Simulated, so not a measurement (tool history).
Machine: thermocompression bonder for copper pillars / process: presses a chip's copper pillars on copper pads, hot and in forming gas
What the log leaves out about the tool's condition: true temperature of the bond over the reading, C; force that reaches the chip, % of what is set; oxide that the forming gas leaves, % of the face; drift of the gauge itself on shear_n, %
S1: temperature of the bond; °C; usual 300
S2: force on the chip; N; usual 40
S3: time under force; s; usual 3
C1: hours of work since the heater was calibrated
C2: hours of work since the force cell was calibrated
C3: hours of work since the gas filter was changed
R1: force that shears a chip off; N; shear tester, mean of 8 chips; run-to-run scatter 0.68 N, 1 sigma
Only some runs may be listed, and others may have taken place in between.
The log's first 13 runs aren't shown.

run,hour,S1,S2,S3,C1,C2,C3,R1
14,733.1,300,40,3,610,979,220,83.9
15,813.2,300,40,3,652,1020,262,82.5
16,866.2,289,40,3,679,1047,289,78
# hour 873: heater calibrated with a thermocouple chip
17,912.2,277,40,3,20,1070,312,70.9
# hour 929.3: forming gas filter changed
18,949.9,301,32,2,39,1089,11,67.8
19,1024.3,301,32,2,78,1128,49,67.3
20,1063.6,301,32,2,98,1148,69,67.5
21,1136.1,301,30,2,135,1185,107,63
22,1174.3,285,30,7,155,1205,126,80.3
# hour 1217: heater calibrated with a thermocouple chip, once more
23,1249.5,291,36,8,17,1243,164,92.7
24,1320.8,289,49,2,53,1279,201,82.6
25,1389.9,284,47,3,89,1315,236,84.6
26,1455.5,284,45,2,123,1349,270,74.7
27,1508.2,295,35,8,150,1376,297,90.6
# hour 1551: forming gas filter changed
28,1558.9,300,40,4,176,1402,4,96.2
29,1614.8,300,40,4,205,1430,33,93.4
30,1651.2,288,40,3,223,1449,52,83.2
31,1693.3,276,43,2,245,1471,73,72.2
32,1729,300,40,2,263,1489,92,81
33,1794.4,270,51,6,297,1523,125,99.7
34,1840.6,310,34,2,321,1547,149,73.9

What if the next run were any one of these 4? Each begins from the tool's condition after run 34:
A,1906.5,320,53,4,355,1581,183,?
B,1906.5,278,40,5,355,1581,183,?
C,1906.5,300,58,3,355,1581,183,?
D,1906.5,329,32,2,355,1581,183,?

run,R1
A,106.4
B,85.5
C,100.2
D,78.9
Stripped of hidden state, with their random variation kept, the same runs would have yielded:
run,R1
A,109.6
B,83.7
C,101.7
D,76.7
